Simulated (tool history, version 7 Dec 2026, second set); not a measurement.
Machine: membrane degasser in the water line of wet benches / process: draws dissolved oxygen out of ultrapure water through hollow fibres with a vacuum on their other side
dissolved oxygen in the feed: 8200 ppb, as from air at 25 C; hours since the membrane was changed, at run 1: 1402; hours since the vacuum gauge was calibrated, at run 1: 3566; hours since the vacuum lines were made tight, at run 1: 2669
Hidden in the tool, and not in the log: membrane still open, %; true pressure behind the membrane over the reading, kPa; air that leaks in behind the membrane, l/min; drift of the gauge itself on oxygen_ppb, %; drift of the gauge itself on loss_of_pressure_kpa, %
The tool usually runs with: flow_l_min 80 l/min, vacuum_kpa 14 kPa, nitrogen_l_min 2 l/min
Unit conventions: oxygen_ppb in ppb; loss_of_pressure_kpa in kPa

run	day	flow_l_min	vacuum_kpa	nitrogen_l_min	hours since the membrane was changed	hours since the vacuum gauge was calibrated	hours since the vacuum lines were made tight	oxygen_ppb	loss_of_pressure_kpa
1	0	80	14	2	1402	3566	2669	816.6	36.17
2	1.121	80	14	2	1429	3592	2696	813.6	36.41
3	3.183	80	23.1	2	1479	3642	2745	1371.7	36.6
4	4.929	96	23.1	2	1520	3684	2787	1588.2	43.65
5	6.888	96	23.1	2	1567	3731	2834	1572.5	43.53
6	9.017	96	23.1	2	1619	3782	2885	1582.4	43.86
7	10.458	96	23.1	2	1653	3817	2920	1579.4	43.97
8	12.433	96	23.1	2	1700	3864	2967	1583.9	43.71
9	13.375	116	31.4	5.23	1723	3887	2990	1215.5	53.03
10	14.5	80	9.4	3.86	1750	3914	3017	289.8	36.56
11	16.304	80	31.2	5.33	1793	3957	3060	876.3	36.66
12	18.446	80	31.2	5.33	1845	4008	3112	880.4	36.37
13	19.458	121	9.6	2.39	1869	4033	3136	625.3	55.22

Pick out some run-to-run changes in oxygen_ppb. Of each, how much would a tool without hidden state show as well, from the settings, what came in and chance, and how much is left for the hidden state and any gauge scatter not in both results compared?
Run 9 -> 10: flow_l_min 116 -> 80, vacuum_kpa 31.4 -> 9.4, nitrogen_l_min 5.23 -> 3.86. oxygen_ppb -925.7 ppb: hidden state -0.1, all else -925.6.
Run 12 -> 13: flow_l_min 80 -> 121, vacuum_kpa 31.2 -> 9.6, nitrogen_l_min 5.33 -> 2.39. oxygen_ppb -255.1 ppb: hidden state +12, all else -267.1.
